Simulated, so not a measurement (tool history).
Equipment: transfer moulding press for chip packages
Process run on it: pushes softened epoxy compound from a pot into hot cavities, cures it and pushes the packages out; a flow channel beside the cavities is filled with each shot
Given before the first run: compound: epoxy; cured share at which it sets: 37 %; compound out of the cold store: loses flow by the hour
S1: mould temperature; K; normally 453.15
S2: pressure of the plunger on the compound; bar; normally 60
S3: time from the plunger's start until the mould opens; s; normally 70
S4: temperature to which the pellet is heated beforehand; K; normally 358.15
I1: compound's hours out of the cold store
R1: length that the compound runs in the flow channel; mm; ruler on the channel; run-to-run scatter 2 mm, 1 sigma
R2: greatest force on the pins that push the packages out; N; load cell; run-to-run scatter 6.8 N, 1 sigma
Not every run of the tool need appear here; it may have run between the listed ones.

Run 1, hour 0: usual settings; I1 16. Result: R1 888 mm, R2 461 N.
At hour 15.6: cavities cleaned with cleaning compound and waxed.
Run 2, hour 20.4: usual settings; I1 30.2. Result: R1 839 mm, R2 303 N.
Run 3, hour 41.1: usual settings; I1 23.1. Result: R1 858 mm, R2 362 N.
Run 4, hour 53.2: usual settings but S1 446.15 K; I1 39.3. Result: R1 820 mm, R2 564 N.
Run 5, hour 66.6: usual settings but S1 446.15 K; I1 24.2. Result: R1 865 mm, R2 593 N.
Run 6, hour 86.3: usual settings but S1 446.15 K; I1 35.1. Result: R1 830 mm, R2 622 N.
Run 7, hour 102: usual settings but S1 446.15 K; I1 29.3. Result: R1 849 mm, R2 670 N.
Run 8, hour 118.7: usual settings but S1 446.15 K; I1 24. Result: R1 861 mm, R2 682 N.
At hour 129.9: cavities cleaned with cleaning compound and waxed.
Run 9, hour 136.7: usual settings; I1 16.4. Result: R1 872 mm, R2 300 N.
Run 10, hour 154.4: usual settings but S1 451.15 K; I1 40.9. Result: R1 800 mm, R2 383 N.
Run 11, hour 168.7: usual settings but S1 451.15 K; I1 44.3. Result: R1 788 mm, R2 411 N.
Run 12, hour 185.3: usual settings but S1 461.15 K, S2 72.1 bar, S3 59 s, S4 349.15 K; I1 35.3. Result: R1 871 mm, R2 407 N.
Run 13, hour 207.9: usual settings but S2 51.7 bar, S3 94 s; I1 36.5. Result: R1 746 mm, R2 373 N.
Run 14, hour 225: usual settings but S1 461.15 K, S2 48 bar, S3 52 s; I1 37.5. Result: R1 703 mm, R2 552 N.
At hour 243.5: cavities cleaned with cleaning compound and waxed.
Run 15, hour 244.5: usual settings but S1 446.15 K, S2 49.8 bar; I1 35.4. Result: R1 742 mm, R2 400 N.
Run 16, hour 259.4: usual settings but S2 56.8 bar, S4 355.15 K; I1 30.9. Result: R1 796 mm, R2 323 N.
Run 17, hour 272.8: usual settings but S2 46.5 bar, S3 69 s, S4 354.15 K; I1 37.1. Result: R1 700 mm, R2 371 N.
Run 18, hour 287.6: usual settings but S2 46.5 bar, S3 69 s, S4 354.15 K; I1 14.8. Result: R1 756 mm, R2 420 N.

Per-run results on a tool with no hidden state, each run keeping its own random variation:
The hidden state here: true mould temperature over the reading, C; pressure that reaches the compound, % of what is set; grip of the stained cavities, % over clean ones'; drift of the gauge itself on flow_mm, %; drift of the gauge itself on push_out_n, %.
run   R1   R2
  1  891  278
  2  845  284
  3  865  278
  4  828  410
  5  875  403
  6  842  396
  7  862  415
  8  876  406
  9  889  282
 10  817  303
 11  806  297
 12  893  271
 13  767  224
 14  724  335
 15  767  416
 16  823  272
 17  725  283
 18  784  295
